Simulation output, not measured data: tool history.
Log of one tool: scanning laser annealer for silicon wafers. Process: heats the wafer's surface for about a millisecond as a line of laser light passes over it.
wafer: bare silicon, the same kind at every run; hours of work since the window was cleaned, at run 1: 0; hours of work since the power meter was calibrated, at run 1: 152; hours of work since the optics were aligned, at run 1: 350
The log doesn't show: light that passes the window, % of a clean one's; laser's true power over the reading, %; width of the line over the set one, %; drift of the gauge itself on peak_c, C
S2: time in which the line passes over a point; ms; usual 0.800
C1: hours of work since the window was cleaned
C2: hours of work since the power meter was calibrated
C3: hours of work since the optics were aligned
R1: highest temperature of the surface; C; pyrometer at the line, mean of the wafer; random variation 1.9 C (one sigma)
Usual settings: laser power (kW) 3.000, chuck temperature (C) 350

Run 1, day 0.000: usual settings; C1 0; C2 152; C3 350. Result: R1 1069 C.
Run 2, day 1.208: usual settings; C1 18; C2 170; C3 368. Result: R1 1068 C.
Run 3, day 2.117: usual settings; C1 31; C2 184; C3 381. Result: R1 1068 C.
Run 4, day 2.988: usual settings; C1 44; C2 197; C3 394. Result: R1 1067 C.
Run 5, day 3.921: usual settings; C1 58; C2 210; C3 408. Result: R1 1063 C.
Run 6, day 4.958: usual settings but S2 0.588 ms; C1 74; C2 226; C3 423. Result: R1 970 C.
Run 7, day 5.938: usual settings but S2 0.588 ms; C1 88; C2 240; C3 438. Result: R1 969 C.
Run 8, day 6.575: usual settings but chuck temperature (C) 332; C1 98; C2 250; C3 447. Result: R1 1044 C.
Run 9, day 7.533: usual settings; C1 112; C2 264; C3 462. Result: R1 1057 C.
Run 10, day 9.012: usual settings; C1 134; C2 286; C3 483. Result: R1 1056 C.
Run 11, day 9.762: usual settings; C1 145; C2 297; C3 495. Result: R1 1058 C.
Run 12, day 10.496: usual settings; C1 156; C2 308; C3 505. Result: R1 1056 C.
Run 13, day 11.967: usual settings; C1 178; C2 330; C3 527. Result: R1 1054 C.
Run 14, day 12.846: usual settings; C1 191; C2 343; C3 540. Result: R1 1055 C.
Run 15, day 13.867: usual settings; C1 206; C2 358; C3 555. Result: R1 1053 C.
Run 16, day 14.888: usual settings; C1 221; C2 373; C3 571. Result: R1 1050 C.
Run 17, day 15.608: usual settings but S2 0.868 ms; C1 232; C2 384; C3 581. Result: R1 1077 C.
Run 18, day 16.483: usual settings but S2 0.680 ms, chuck temperature (C) 365; C1 245; C2 397; C3 594. Result: R1 1020 C.
Run 19, day 17.904: usual settings but laser power (kW) 2.983, S2 0.751 ms, chuck temperature (C) 321; C1 266; C2 418; C3 615. Result: R1 998 C.
Run 20, day 18.896: usual settings but laser power (kW) 2.741, S2 0.561 ms, chuck temperature (C) 315; C1 280; C2 433; C3 630. Result: R1 844 C.
Run 21, day 19.542: usual settings but laser power (kW) 3.113, S2 0.569 ms, chuck temperature (C) 351; C1 290; C2 442; C3 640. Result: R1 978 C.
Run 22, day 20.967: usual settings but laser power (kW) 3.251, S2 0.640 ms, chuck temperature (C) 311; C1 311; C2 463; C3 661. Result: R1 1008 C.
Run 23, day 22.075: usual settings but laser power (kW) 3.122, S2 0.662 ms, chuck temperature (C) 330; C1 328; C2 480; C3 677. Result: R1 1000 C.
Run 24, day 23.508: usual settings but laser power (kW) 2.704; C1 349; C2 501; C3 699. Result: R1 960 C.
Run 25, day 24.162: usual settings but S2 0.980 ms, chuck temperature (C) 314; C1 358; C2 511; C3 708. Result: R1 1071 C.
Run 26, day 25.029: usual settings but S2 0.980 ms, chuck temperature (C) 314; C1 371; C2 523; C3 721. Result: R1 1071 C.
Run 27, day 25.729: usual settings but chuck temperature (C) 354; C1 382; C2 534; C3 731. Result: R1 1041 C.
Run 28, day 26.979: usual settings but laser power (kW) 3.154; C1 400; C2 552; C3 750. Result: R1 1085 C.
Run 29, day 27.612: usual settings but laser power (kW) 3.154; C1 410; C2 562; C3 759. Result: R1 1082 C.
Run 30, day 28.488: usual settings but laser power (kW) 3.245, S2 0.976 ms, chuck temperature (C) 315; C1 423; C2 575; C3 772. Result: R1 1147 C.
Run 31, day 29.788: usual settings but chuck temperature (C) 377; C1 442; C2 594; C3 792. Result: R1 1066 C.
Run 32, day 30.888: usual settings but chuck temperature (C) 377; C1 458; C2 610; C3 808. Result: R1 1062 C.
At day 31.433: optics aligned, line set to its width.
Run 33, day 31.717: usual settings but laser power (kW) 3.051, S2 0.717 ms, chuck temperature (C) 383; C1 467; C2 620; C3 4. Result: R1 1064 C.

Hidden state or all else? Some run-to-run changes of R1, split into what the settings, what came in and random variation would give without the hidden state, and what is left for the hidden state (with any gauge scatter that isn't in both results):
Run 19 -> 20: laser power (kW) 2.983 -> 2.741, S2 0.751 -> 0.561, chuck temperature (C) 321 -> 315. R1 -154 C: hidden state +6, all else -160.
Run 20 -> 21: laser power (kW) 2.741 -> 3.113, S2 0.561 -> 0.569, chuck temperature (C) 315 -> 351. R1 +134 C: hidden state -6, all else +140.
Run 24 -> 25: laser power (kW) 2.704 -> 3.000, S2 0.800 -> 0.980, chuck temperature (C) 350 -> 314. R1 +111 C: hidden state -9, all else +120.
Run 30 -> 31: laser power (kW) 3.245 -> 3.000, S2 0.976 -> 0.800, chuck temperature (C) 315 -> 377. R1 -81 C: hidden state +8, all else -89.
Run 32 -> 33: laser power (kW) 3.000 -> 3.051, S2 0.800 -> 0.717, chuck temperature (C) 377 -> 383, optics aligned, line set to its width. R1 +2 C: hidden state +18, all else -16.
